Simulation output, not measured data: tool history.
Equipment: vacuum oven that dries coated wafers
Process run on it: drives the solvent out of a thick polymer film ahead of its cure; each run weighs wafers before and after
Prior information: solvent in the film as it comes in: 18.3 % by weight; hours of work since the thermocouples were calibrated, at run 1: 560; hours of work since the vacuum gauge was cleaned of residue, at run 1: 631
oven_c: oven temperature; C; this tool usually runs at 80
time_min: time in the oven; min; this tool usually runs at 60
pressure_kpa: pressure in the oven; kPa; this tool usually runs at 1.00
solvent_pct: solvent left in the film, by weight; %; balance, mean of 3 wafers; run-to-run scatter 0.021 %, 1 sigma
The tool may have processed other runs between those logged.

run	hour	oven_c	time_min	pressure_kpa	hours of work since the thermocouples were calibrated	hours of work since the vacuum gauge was cleaned of residue	solvent_pct
1	0.0	80	60	1.00	560	631	4.62
2	26.7	80	60	1.00	573	645	4.65
3	64.6	80	60	1.00	593	664	4.69
4	89.2	80	60	1.00	606	677	4.63
5	112.2	80	60	1.00	618	689	4.67
# hour 125.0: oven's thermocouples calibrated
6	136.5	80	60	3.85	6	701	5.20
7	156.7	80	60	3.85	16	711	5.19
8	176.5	80	66	3.85	27	721	4.74
9	201.5	80	60	1.00	40	734	4.54
10	222.0	80	60	1.00	50	745	4.51
11	257.5	80	60	1.00	69	763	4.52
12	274.5	80	60	1.00	77	772	4.54
13	310.5	80	60	1.00	96	791	4.50
14	350.0	80	58	1.00	117	811	4.72
15	380.5	80	32	1.00	132	827	7.78
16	411.0	80	32	1.00	148	843	7.84
17	427.7	80	31	1.00	157	852	7.95
18	460.6	80	31	1.00	174	869	7.99
19	477.7	80	31	1.00	183	877	7.98

For run 20, what comes out?
20	513.4	68	93	1.80	201	896	?

{"run 20": {"solvent_pct": 5.76}}
Without the tool's hidden state the same run would have given solvent_pct 5.60 %.

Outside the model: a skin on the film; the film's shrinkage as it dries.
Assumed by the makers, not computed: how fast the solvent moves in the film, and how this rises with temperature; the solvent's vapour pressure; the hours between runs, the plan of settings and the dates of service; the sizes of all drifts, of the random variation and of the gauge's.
